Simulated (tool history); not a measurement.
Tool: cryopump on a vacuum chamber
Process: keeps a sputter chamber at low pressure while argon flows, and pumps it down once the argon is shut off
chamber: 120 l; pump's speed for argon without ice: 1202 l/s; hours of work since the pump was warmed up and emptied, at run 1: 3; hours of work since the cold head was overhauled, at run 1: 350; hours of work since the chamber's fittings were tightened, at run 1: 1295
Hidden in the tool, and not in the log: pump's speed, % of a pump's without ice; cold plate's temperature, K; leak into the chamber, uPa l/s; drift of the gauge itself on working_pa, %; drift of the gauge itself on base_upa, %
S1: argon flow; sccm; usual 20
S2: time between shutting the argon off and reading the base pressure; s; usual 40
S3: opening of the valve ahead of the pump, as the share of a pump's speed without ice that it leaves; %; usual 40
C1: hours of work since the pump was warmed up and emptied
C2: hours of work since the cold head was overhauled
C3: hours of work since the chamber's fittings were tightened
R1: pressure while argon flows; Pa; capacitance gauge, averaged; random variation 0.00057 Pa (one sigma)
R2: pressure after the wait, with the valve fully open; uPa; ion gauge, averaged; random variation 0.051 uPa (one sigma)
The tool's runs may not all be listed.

run	day	S1	S2	S3	C1	C2	C3	R1	R2
1	0.000	20	40	40	3	350	1295	0.0699	4.40
2	0.762	20	40	40	15	363	1307	0.0704	4.40
3	2.017	20	40	40	35	383	1327	0.0707	4.44
4	3.262	20	80	40	55	402	1347	0.0716	3.03
5	4.662	20	80	40	77	425	1369	0.0730	3.09
6	5.796	20	40	23	95	443	1387	0.1253	4.62
7	6.442	20	40	23	105	453	1398	0.1258	4.54
8	7.521	20	40	39	122	470	1415	0.0751	4.71
9	8.529	20	40	39	139	486	1431	0.0771	4.65
10	9.242	20	40	39	150	497	1442	0.0777	4.57
11	10.100	20	53	40	164	511	1456	0.0746	4.04
12	11.354	20	53	40	183	531	1476	0.0766	4.16
13	12.188	20	40	40	197	544	1489	0.0757	4.87
14	13.596	20	40	26	219	567	1512	0.1171	4.89
15	14.396	20	40	26	232	580	1524	0.1153	4.91
16	15.629	20	40	26	252	599	1544	0.1159	4.99
17	17.054	20	40	26	274	622	1567	0.1176	5.13
18	17.796	20	40	26	286	634	1578	0.1175	5.11
19	19.104	20	40	26	307	654	1599	0.1173	5.11
20	20.096	15	61	25	323	670	1615	0.0919	4.35
# day 21.275: pump warmed up, emptied and cooled again
21	21.496	14	106	25	3	689	1634	0.0791	2.97
22	22.483	14	34	25	19	705	1650	0.0786	5.25
23	23.079	18	66	49	29	714	1659	0.0531	3.59
24	24.033	18	66	49	44	730	1674	0.0540	3.55
25	25.033	18	66	49	60	745	1690	0.0536	3.60
26	26.046	18	66	49	76	762	1706	0.0536	3.73
27	27.171	8	46	49	94	779	1724	0.0239	4.53
28	28.117	8	46	49	109	795	1739	0.0243	4.37
29	29.062	8	46	49	124	810	1754	0.0246	4.57
30	29.925	32	151	50	138	823	1768	0.0968	2.96
31	31.104	20	215	40	156	842	1787	0.0742	2.67
32	32.038	13	20	40	171	857	1802	0.0491	8.09
33	33.388	20	30	57	193	878	1823	0.0560	6.11
34	34.117	20	30	57	204	890	1835	0.0556	6.19

3 ways to go on from here, each from the tool as it stands after run 34. What would each give?
A	35.412	24	88	40	225	911	1855	?	?
B	35.412	13	48	36	225	911	1855	?	?
C	35.412	12	30	48	225	911	1855	?	?

run	R1	R2
A	0.0930	3.69
B	0.0556	4.84
C	0.0388	6.34
Without the tool's hidden state the same runs would have given:
run	R1	R2
A	0.0845	1.55
B	0.0510	2.67
C	0.0346	4.18
